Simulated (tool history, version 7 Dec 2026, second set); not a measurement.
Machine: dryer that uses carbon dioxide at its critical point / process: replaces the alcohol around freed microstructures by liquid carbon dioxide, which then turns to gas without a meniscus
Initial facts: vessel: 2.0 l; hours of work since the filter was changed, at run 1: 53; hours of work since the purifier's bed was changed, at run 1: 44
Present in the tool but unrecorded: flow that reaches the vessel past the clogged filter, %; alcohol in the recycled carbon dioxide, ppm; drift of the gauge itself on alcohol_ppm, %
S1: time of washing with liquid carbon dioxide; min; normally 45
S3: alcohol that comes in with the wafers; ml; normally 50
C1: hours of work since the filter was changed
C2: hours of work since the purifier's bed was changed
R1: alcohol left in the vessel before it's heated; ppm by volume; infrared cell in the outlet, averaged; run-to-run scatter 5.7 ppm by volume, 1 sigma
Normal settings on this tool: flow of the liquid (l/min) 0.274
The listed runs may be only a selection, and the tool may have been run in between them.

run 1 hour=0.0 | S1=45 flow_of_the_liquid_(l/min)=0.274 S3=50 | C1=53 C2=44 | R1=246
run 2 hour=8.7 | S1=41 flow_of_the_liquid_(l/min)=0.274 S3=50 | C1=56 C2=47 | R1=369
run 3 hour=12.7 | S1=51 flow_of_the_liquid_(l/min)=0.274 S3=50 | C1=58 C2=48 | R1=143
run 4 hour=21.2 | S1=51 flow_of_the_liquid_(l/min)=0.274 S3=50 | C1=61 C2=51 | R1=137
run 5 hour=26.2 | S1=51 flow_of_the_liquid_(l/min)=0.274 S3=56 | C1=63 C2=53 | R1=157
run 6 hour=33.0 | S1=53 flow_of_the_liquid_(l/min)=0.274 S3=56 | C1=65 C2=56 | R1=125
run 7 hour=37.1 | S1=28 flow_of_the_liquid_(l/min)=0.274 S3=56 | C1=67 C2=57 | R1=1571
run 8 hour=43.3 | S1=28 flow_of_the_liquid_(l/min)=0.316 S3=56 | C1=69 C2=59 | R1=998
run 9 hour=48.1 | S1=28 flow_of_the_liquid_(l/min)=0.316 S3=56 | C1=71 C2=61 | R1=1040
run 10 hour=52.2 | S1=45 flow_of_the_liquid_(l/min)=0.274 S3=50 | C1=72 C2=62 | R1=255

Forecast run 11:
run 11 hour=61.0 | S1=45 flow_of_the_liquid_(l/min)=0.282 S3=50 | C1=75 C2=66 | R1=?

R1: 226 ppm by volume
Take away the tool's hidden state, keep the run-to-run variation as it was, and the same run would have given R1 156 ppm by volume.

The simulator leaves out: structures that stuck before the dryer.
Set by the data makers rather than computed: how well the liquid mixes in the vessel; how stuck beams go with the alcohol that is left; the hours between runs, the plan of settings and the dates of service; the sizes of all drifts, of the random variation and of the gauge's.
